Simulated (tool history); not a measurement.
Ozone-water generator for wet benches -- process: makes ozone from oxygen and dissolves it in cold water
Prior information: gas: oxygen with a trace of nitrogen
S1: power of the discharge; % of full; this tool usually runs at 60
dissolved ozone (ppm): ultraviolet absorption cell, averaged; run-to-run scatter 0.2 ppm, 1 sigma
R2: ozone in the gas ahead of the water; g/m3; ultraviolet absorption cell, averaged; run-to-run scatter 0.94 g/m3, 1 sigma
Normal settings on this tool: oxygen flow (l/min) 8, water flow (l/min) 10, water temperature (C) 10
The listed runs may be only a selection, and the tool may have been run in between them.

run 1 hour=0 | S1=60 oxygen_flow_(l/min)=8 water_flow_(l/min)=10 water_temperature_(C)=10 | dissolved_ozone_(ppm)=29.4 R2=159.3
run 2 hour=92.8 | S1=60 oxygen_flow_(l/min)=8 water_flow_(l/min)=10 water_temperature_(C)=10 | dissolved_ozone_(ppm)=29.8 R2=159.7
run 3 hour=201.4 | S1=60 oxygen_flow_(l/min)=8 water_flow_(l/min)=10 water_temperature_(C)=10 | dissolved_ozone_(ppm)=29.4 R2=159.3
run 4 hour=294.6 | S1=60 oxygen_flow_(l/min)=8 water_flow_(l/min)=10 water_temperature_(C)=10 | dissolved_ozone_(ppm)=29.3 R2=159.4
run 5 hour=356.4 | S1=60 oxygen_flow_(l/min)=8 water_flow_(l/min)=10 water_temperature_(C)=10 | dissolved_ozone_(ppm)=29.7 R2=157.8
run 6 hour=444.3 | S1=60 oxygen_flow_(l/min)=8 water_flow_(l/min)=10 water_temperature_(C)=10 | dissolved_ozone_(ppm)=29.6 R2=157.6
run 7 hour=525 | S1=60 oxygen_flow_(l/min)=8 water_flow_(l/min)=11 water_temperature_(C)=10 | dissolved_ozone_(ppm)=27.6 R2=158.1
run 8 hour=592.1 | S1=60 oxygen_flow_(l/min)=8 water_flow_(l/min)=11 water_temperature_(C)=10 | dissolved_ozone_(ppm)=27.9 R2=159.3
run 9 hour=672.1 | S1=60 oxygen_flow_(l/min)=8 water_flow_(l/min)=11 water_temperature_(C)=10 | dissolved_ozone_(ppm)=28 R2=155.1
run 10 hour=761.6 | S1=79 oxygen_flow_(l/min)=8 water_flow_(l/min)=11 water_temperature_(C)=10 | dissolved_ozone_(ppm)=33.2 R2=188.6
run 11 hour=874.8 | S1=79 oxygen_flow_(l/min)=8 water_flow_(l/min)=7 water_temperature_(C)=10 | dissolved_ozone_(ppm)=43.2 R2=185.6
run 12 hour=953.2 | S1=70 oxygen_flow_(l/min)=8 water_flow_(l/min)=10 water_temperature_(C)=10 | dissolved_ozone_(ppm)=32.7 R2=170.9
run 13 hour=1055.6 | S1=70 oxygen_flow_(l/min)=8 water_flow_(l/min)=10 water_temperature_(C)=10 | dissolved_ozone_(ppm)=32.9 R2=172.8
run 14 hour=1107.9 | S1=68 oxygen_flow_(l/min)=9.95 water_flow_(l/min)=9 water_temperature_(C)=13 | dissolved_ozone_(ppm)=29.5 R2=148.1
-- hour=1156.1 contactor cleaned
run 15 hour=1214.3 | S1=68 oxygen_flow_(l/min)=9.95 water_flow_(l/min)=9 water_temperature_(C)=13 | dissolved_ozone_(ppm)=29.6 R2=147.7
run 16 hour=1313.3 | S1=81 oxygen_flow_(l/min)=8 water_flow_(l/min)=8 water_temperature_(C)=10 | dissolved_ozone_(ppm)=41.1 R2=190.3
-- hour=1319.7 gauge calibrated
run 17 hour=1368.5 | S1=81 oxygen_flow_(l/min)=8 water_flow_(l/min)=8 water_temperature_(C)=10 | dissolved_ozone_(ppm)=41.2 R2=192.9
run 18 hour=1456.8 | S1=62 oxygen_flow_(l/min)=8 water_flow_(l/min)=8 water_temperature_(C)=10 | dissolved_ozone_(ppm)=34.3 R2=162.4
run 19 hour=1562.9 | S1=60 oxygen_flow_(l/min)=8 water_flow_(l/min)=10 water_temperature_(C)=13 | dissolved_ozone_(ppm)=27.5 R2=160.2
run 20 hour=1620.1 | S1=78 oxygen_flow_(l/min)=8 water_flow_(l/min)=10 water_temperature_(C)=13 | dissolved_ozone_(ppm)=32.8 R2=188.8
run 21 hour=1731.8 | S1=60 oxygen_flow_(l/min)=5 water_flow_(l/min)=16 water_temperature_(C)=10 | dissolved_ozone_(ppm)=22.1 R2=209.9
run 22 hour=1793.2 | S1=60 oxygen_flow_(l/min)=7.25 water_flow_(l/min)=16 water_temperature_(C)=14 | dissolved_ozone_(ppm)=20.2 R2=167.6
run 23 hour=1878 | S1=47 oxygen_flow_(l/min)=6.65 water_flow_(l/min)=13 water_temperature_(C)=8 | dissolved_ozone_(ppm)=22.6 R2=152.1
run 24 hour=1940.1 | S1=47 oxygen_flow_(l/min)=6.65 water_flow_(l/min)=13 water_temperature_(C)=8 | dissolved_ozone_(ppm)=22.6 R2=150.5

Each row is a separate what-if for the run after 24, all from the same tool condition, not one after another. Results?
run A hour=2017.6 | S1=50 oxygen_flow_(l/min)=8 water_flow_(l/min)=10 water_temperature_(C)=7 | dissolved_ozone_(ppm)=? R2=?
run B hour=2017.6 | S1=47 oxygen_flow_(l/min)=12.31 water_flow_(l/min)=13 water_temperature_(C)=8 | dissolved_ozone_(ppm)=? R2=?
run C hour=2017.6 | S1=60 oxygen_flow_(l/min)=8 water_flow_(l/min)=10 water_temperature_(C)=15 | dissolved_ozone_(ppm)=? R2=?

run=A dissolved_ozone_(ppm)=28 R2=141
run=B dissolved_ozone_(ppm)=19.6 R2=102.9
run=C dissolved_ozone_(ppm)=26.3 R2=156.8
With no hidden state in the tool, these same runs would have given:
run=A dissolved_ozone_(ppm)=28 R2=143.3
run=B dissolved_ozone_(ppm)=19.6 R2=104.6
run=C dissolved_ozone_(ppm)=26.3 R2=159.4
